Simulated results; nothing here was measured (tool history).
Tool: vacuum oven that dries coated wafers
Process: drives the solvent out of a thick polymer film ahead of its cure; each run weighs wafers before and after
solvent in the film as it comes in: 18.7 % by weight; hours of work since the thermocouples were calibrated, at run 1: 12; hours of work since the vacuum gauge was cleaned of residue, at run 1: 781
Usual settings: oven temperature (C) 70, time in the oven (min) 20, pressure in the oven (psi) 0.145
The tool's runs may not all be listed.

run	hour	oven temperature (C)	time in the oven (min)	pressure in the oven (psi)	hours of work since the thermocouples were calibrated	hours of work since the vacuum gauge was cleaned of residue	solvent left in the film (%)
1	0	70	20	0.145	12	781	1.05
2	26.8	70	20	0.145	29	798	1.09
3	43.5	70	20	0.117	40	808	1.03
4	63.4	70	11	0.145	52	821	3.19
5	95.7	70	11	0.145	73	841	3.2
6	123.3	70	10	0.145	90	859	3.69
7	142.8	70	10	0.145	102	871	3.67
8	167.6	70	10	0.145	118	886	3.7
9	197.8	73	20	0.145	137	905	0.67
10	228.8	73	20	0.145	156	925	0.67
11	258.1	73	20	0.145	175	943	0.67
12	297	73	20	0.145	199	968	0.66
13	327.7	73	20	0.145	219	987	0.68
14	355.2	73	20	0.364	236	1005	1.11
15	380.4	73	20	0.364	252	1020	1.09
16	402.5	77	30	0.561	266	1034	1
17	431.9	81	20	0.145	284	1053	0.24
18	456.5	81	20	0.145	300	1068	0.24
19	480.9	72	20	0.145	315	1084	0.76
20	504.4	55	14	0.083	330	1098	7.95
21	528.4	55	36	0.088	345	1114	3.02
22	553.8	85	25	0.245	361	1130	0.32
23	589.8	83	32	0.245	384	1152	0.32
24	618.4	84	20	0.145	402	1170	0.21
25	637.9	57	11	0.077	414	1182	8.36

Forecast each of these 3 alternatives for the next run:
A	662	62	28	0.194	429	1198	?
B	662	59	31	0.145	429	1198	?
C	662	70	26	0.145	429	1198	?

run	solvent left in the film (%)
A	2.09
B	2.47
C	0.64
Without the tool's hidden state the same runs would have given:
run	solvent left in the film (%)
A	2.08
B	2.46
C	0.64

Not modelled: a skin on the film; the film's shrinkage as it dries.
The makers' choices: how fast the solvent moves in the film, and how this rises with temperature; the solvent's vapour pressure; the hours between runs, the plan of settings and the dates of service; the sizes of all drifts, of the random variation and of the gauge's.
